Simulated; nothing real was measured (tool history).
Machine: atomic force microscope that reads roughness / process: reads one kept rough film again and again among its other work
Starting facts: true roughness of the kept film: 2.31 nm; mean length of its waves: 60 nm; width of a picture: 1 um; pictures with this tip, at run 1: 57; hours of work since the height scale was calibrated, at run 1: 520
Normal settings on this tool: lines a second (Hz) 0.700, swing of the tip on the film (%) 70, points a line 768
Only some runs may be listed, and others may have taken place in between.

run	hour	lines a second (Hz)	swing of the tip on the film (%)	points a line	pictures with this tip	hours of work since the height scale was calibrated	roughness of the kept film (nm (root mean square))
1	0.0	0.700	70	768	57	520	2.235
2	13.2	0.700	70	768	81	529	2.245
3	34.0	0.700	70	768	119	543	2.231
4	47.1	0.700	70	768	143	551	2.237
5	62.7	0.700	70	768	171	561	2.234
6	72.7	0.700	70	579	189	568	2.240
7	93.7	0.700	70	579	227	581	2.227
8	104.1	0.700	70	768	246	588	2.227
9	114.7	0.700	66	541	266	595	2.234
10	124.3	0.700	68	653	283	601	2.232
# hour 131.7: new tip fitted
11	136.0	1.909	56	768	8	608	2.240
12	147.7	2.134	70	448	29	616	2.155
13	164.8	0.700	60	264	60	627	2.244
14	181.9	2.259	88	264	91	638	1.970
15	200.3	0.943	85	364	125	650	2.153

Branching from run 15: 3 alternative next runs. What would each branch give?
A	218.7	1.139	67	364	158	662	?
B	218.7	0.943	85	508	158	662	?
C	218.7	3.208	60	565	158	662	?

run	roughness of the kept film (nm (root mean square))
A	2.213
B	2.160
C	2.181
With no hidden state in the tool, these same runs would have given:
run	roughness of the kept film (nm (root mean square))
A	2.215
B	2.162
C	2.183

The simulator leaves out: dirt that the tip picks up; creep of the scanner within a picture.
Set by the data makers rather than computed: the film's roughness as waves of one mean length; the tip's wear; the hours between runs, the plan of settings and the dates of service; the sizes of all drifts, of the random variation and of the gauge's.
